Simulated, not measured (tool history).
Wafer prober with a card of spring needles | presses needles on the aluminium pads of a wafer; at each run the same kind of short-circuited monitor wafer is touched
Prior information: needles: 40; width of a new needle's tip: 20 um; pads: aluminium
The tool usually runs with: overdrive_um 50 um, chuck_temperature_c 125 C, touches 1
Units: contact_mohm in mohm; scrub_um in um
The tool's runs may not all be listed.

Run 1, hour 0.0: usual settings. Result: contact_mohm 255 mohm, scrub_um 8.88 um.
At hour 15.6: tips cleaned on abrasive film.
At hour 31.9: tips cleaned on abrasive film.
Run 2, hour 43.5: usual settings. Result: contact_mohm 253 mohm, scrub_um 8.87 um.
At hour 46.7: tips cleaned on abrasive film.
At hour 60.8: tips cleaned on abrasive film.
At hour 76.1: tips cleaned on abrasive film.
Run 3, hour 76.1: usual settings. Result: contact_mohm 256 mohm, scrub_um 8.84 um.
At hour 90.1: tips cleaned on abrasive film.
At hour 105.4: tips cleaned on abrasive film.
Run 4, hour 115.3: usual settings. Result: contact_mohm 258 mohm, scrub_um 8.85 um.
At hour 122.3: tips cleaned on abrasive film.
At hour 139.8: tips cleaned on abrasive film.
At hour 154.6: tips cleaned on abrasive film.
Run 5, hour 158.2: usual settings. Result: contact_mohm 255 mohm, scrub_um 8.86 um.
At hour 171.9: tips cleaned on abrasive film.
At hour 187.6: tips cleaned on abrasive film.
Run 6, hour 199.2: usual settings. Result: contact_mohm 252 mohm, scrub_um 8.86 um.
At hour 202.8: tips cleaned on abrasive film.
At hour 217.2: tips cleaned on abrasive film.
Run 7, hour 225.4: usual settings but overdrive_um 47 um. Result: contact_mohm 260 mohm, scrub_um 8.37 um.
At hour 234.4: tips cleaned on abrasive film.
At hour 249.7: tips cleaned on abrasive film.
At hour 265.9: tips cleaned on abrasive film.
Run 8, hour 269.3: usual settings but overdrive_um 47 um. Result: contact_mohm 256 mohm, scrub_um 8.36 um.
At hour 283.3: tips cleaned on abrasive film.
At hour 299.5: tips cleaned on abrasive film.
At hour 303.0: height of the first contact set anew.
At hour 315.8: tips cleaned on abrasive film.
Run 9, hour 319.6: usual settings. Result: contact_mohm 250 mohm, scrub_um 8.85 um.
At hour 331.5: tips cleaned on abrasive film.
At hour 348.4: tips cleaned on abrasive film.
Run 10, hour 348.4: usual settings. Result: contact_mohm 254 mohm, scrub_um 8.91 um.
At hour 364.5: tips cleaned on abrasive film.
At hour 380.8: tips cleaned on abrasive film.
At hour 396.4: tips cleaned on abrasive film.
Run 11, hour 401.7: usual settings. Result: contact_mohm 259 mohm, scrub_um 8.88 um.
At hour 411.1: tips cleaned on abrasive film.
At hour 428.5: tips cleaned on abrasive film.
At hour 444.9: tips cleaned on abrasive film.
Run 12, hour 455.2: usual settings. Result: contact_mohm 252 mohm, scrub_um 8.91 um.
At hour 462.2: tips cleaned on abrasive film.
At hour 477.3: tips cleaned on abrasive film.
Run 13, hour 484.5: usual settings. Result: contact_mohm 256 mohm, scrub_um 8.95 um.
At hour 491.3: tips cleaned on abrasive film.
At hour 507.3: tips cleaned on abrasive film.
At hour 523.8: tips cleaned on abrasive film.
Run 14, hour 534.8: usual settings but chuck_temperature_c 35 C. Result: contact_mohm 229 mohm, scrub_um 8.91 um.
At hour 540.6: tips cleaned on abrasive film.
At hour 557.3: tips cleaned on abrasive film.
At hour 571.3: tips cleaned on abrasive film.
Run 15, hour 579.1: usual settings but overdrive_um 33 um, chuck_temperature_c 32 C. Result: contact_mohm 242 mohm, scrub_um 5.88 um.
At hour 585.7: tips cleaned on abrasive film.
At hour 603.0: tips cleaned on abrasive film.
At hour 618.5: tips cleaned on abrasive film.
Run 16, hour 628.4: usual settings but overdrive_um 34 um, chuck_temperature_c 27 C. Result: contact_mohm 243 mohm, scrub_um 6.07 um.
At hour 635.5: tips cleaned on abrasive film.
At hour 651.4: tips cleaned on abrasive film.
At hour 651.7: height of the first contact set anew.
Run 17, hour 651.7: usual settings but overdrive_um 34 um, chuck_temperature_c 27 C. Result: contact_mohm 241 mohm, scrub_um 6.06 um.
At hour 666.4: tips cleaned on abrasive film.
Run 18, hour 680.0: usual settings but overdrive_um 34 um, chuck_temperature_c 27 C. Result: contact_mohm 241 mohm, scrub_um 6.05 um.
At hour 683.5: tips cleaned on abrasive film.
At hour 700.1: tips cleaned on abrasive film.
Run 19, hour 702.8: usual settings but overdrive_um 67 um, chuck_temperature_c 65 C. Result: contact_mohm 227 mohm, scrub_um 11.96 um.

Run 20 is up next; what results do you expect?
At hour 715.8: tips cleaned on abrasive film.
Run 20, hour 727.0: usual settings but overdrive_um 38 um, chuck_temperature_c 31 C, touches 2. Result: contact_mohm ?, scrub_um ?.

{"run 20": {"contact_mohm": 237, "scrub_um": 6.8}}
If the tool had no hidden condition, the same run with the same run-to-run variation would have returned contact_mohm 237 mohm, scrub_um 6.72 um.

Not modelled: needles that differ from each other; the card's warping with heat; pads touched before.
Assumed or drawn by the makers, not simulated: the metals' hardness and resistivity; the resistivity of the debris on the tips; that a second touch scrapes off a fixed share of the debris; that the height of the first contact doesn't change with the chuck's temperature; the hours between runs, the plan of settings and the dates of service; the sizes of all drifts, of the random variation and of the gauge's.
